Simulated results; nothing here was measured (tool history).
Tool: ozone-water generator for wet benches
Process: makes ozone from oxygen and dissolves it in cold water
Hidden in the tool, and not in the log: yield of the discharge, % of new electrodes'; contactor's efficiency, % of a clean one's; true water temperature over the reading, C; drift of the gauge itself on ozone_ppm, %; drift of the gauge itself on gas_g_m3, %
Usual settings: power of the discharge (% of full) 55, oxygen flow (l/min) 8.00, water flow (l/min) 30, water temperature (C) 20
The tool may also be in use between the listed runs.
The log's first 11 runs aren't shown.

run	day	power of the discharge (% of full)	oxygen flow (l/min)	water flow (l/min)	water temperature (C)	hours of work since the electrodes were changed	hours of work since the contactor was cleaned	hours of work since the thermometer was calibrated	dissolved ozone (ppm)	ozone in the gas ahead of the water (g/m3)
12	32.308	55	8.00	26	20	1593	85	621	23.4	186.8
13	35.554	55	8.00	27	20	1660	153	689	22.9	185.1
# day 36.892: contactor cleaned, once more
14	38.279	55	8.00	27	20	1713	29	742	24.2	184.2
15	41.371	57	8.00	30	20	1778	93	806	23.0	190.3
16	45.742	55	8.00	30	17	1868	184	897	23.2	185.5
17	48.579	55	8.00	28	14	1927	243	956	25.8	184.7
18	51.796	55	8.00	37	21	1994	310	1023	18.4	185.4
19	55.012	55	8.00	37	21	2061	376	1090	18.2	183.3
20	56.888	55	8.00	37	21	2100	415	1129	18.1	183.5
21	61.067	82	8.00	24	21	2187	502	1215	35.4	253.9
22	65.117	55	4.01	22	20	2271	586	1299	28.9	278.2
23	68.942	55	8.40	22	12	2350	666	1379	30.8	178.9
24	72.000	76	8.00	30	20	2414	729	1442	28.4	238.4
25	75.883	76	8.00	30	20	2494	810	1523	28.5	238.2
26	80.242	71	8.00	30	19	2585	900	1614	27.1	222.8
27	82.579	46	7.25	30	20	2633	949	1662	19.2	169.7
28	86.804	90	13.56	23	17	2721	1037	1750	37.6	195.3
29	90.717	90	13.56	23	17	2802	1118	1831	37.3	197.1

The next listed run, before its measurement:
30	93.858	46	8.00	30	25	2868	1183	1896	?	?

{"run 30": {"dissolved ozone (ppm)": 17.2, "ozone in the gas ahead of the water (g/m3)": 157.9}}
Without the tool's hidden state the same run would have given dissolved ozone (ppm) 18.1, ozone in the gas ahead of the water (g/m3) 164.0.

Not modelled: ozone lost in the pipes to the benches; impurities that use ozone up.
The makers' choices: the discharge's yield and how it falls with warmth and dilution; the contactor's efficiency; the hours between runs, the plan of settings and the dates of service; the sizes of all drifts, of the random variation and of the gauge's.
